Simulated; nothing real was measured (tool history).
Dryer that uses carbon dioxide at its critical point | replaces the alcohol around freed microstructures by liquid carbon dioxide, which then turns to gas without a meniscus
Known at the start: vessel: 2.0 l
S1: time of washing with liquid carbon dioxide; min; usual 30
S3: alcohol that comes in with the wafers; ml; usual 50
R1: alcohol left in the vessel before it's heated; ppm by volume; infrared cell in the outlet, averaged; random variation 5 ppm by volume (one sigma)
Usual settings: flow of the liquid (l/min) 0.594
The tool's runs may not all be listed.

{"run": 1, "hour": 0.0, "S1": 30, "flow of the liquid (l/min)": 0.594, "S3": 50, "R1": 57}
{"run": 2, "hour": 7.8, "S1": 30, "flow of the liquid (l/min)": 0.594, "S3": 50, "R1": 49}
{"run": 3, "hour": 15.3, "S1": 30, "flow of the liquid (l/min)": 0.594, "S3": 50, "R1": 42}
{"run": 4, "hour": 22.9, "S1": 30, "flow of the liquid (l/min)": 0.594, "S3": 50, "R1": 46}
{"run": 5, "hour": 29.9, "S1": 30, "flow of the liquid (l/min)": 0.594, "S3": 50, "R1": 57}
{"run": 6, "hour": 36.0, "S1": 30, "flow of the liquid (l/min)": 0.594, "S3": 50, "R1": 45}
{"run": 7, "hour": 46.3, "S1": 30, "flow of the liquid (l/min)": 0.594, "S3": 50, "R1": 68}
{"run": 8, "hour": 54.7, "S1": 30, "flow of the liquid (l/min)": 0.594, "S3": 115, "R1": 122}

The next listed run, before its measurement:
{"run": 9, "hour": 65.3, "S1": 30, "flow of the liquid (l/min)": 0.594, "S3": 115, "R1": "?"}

{"run 9": {"R1": 120}}
Without the tool's hidden state the same run would have given R1 89 ppm by volume.
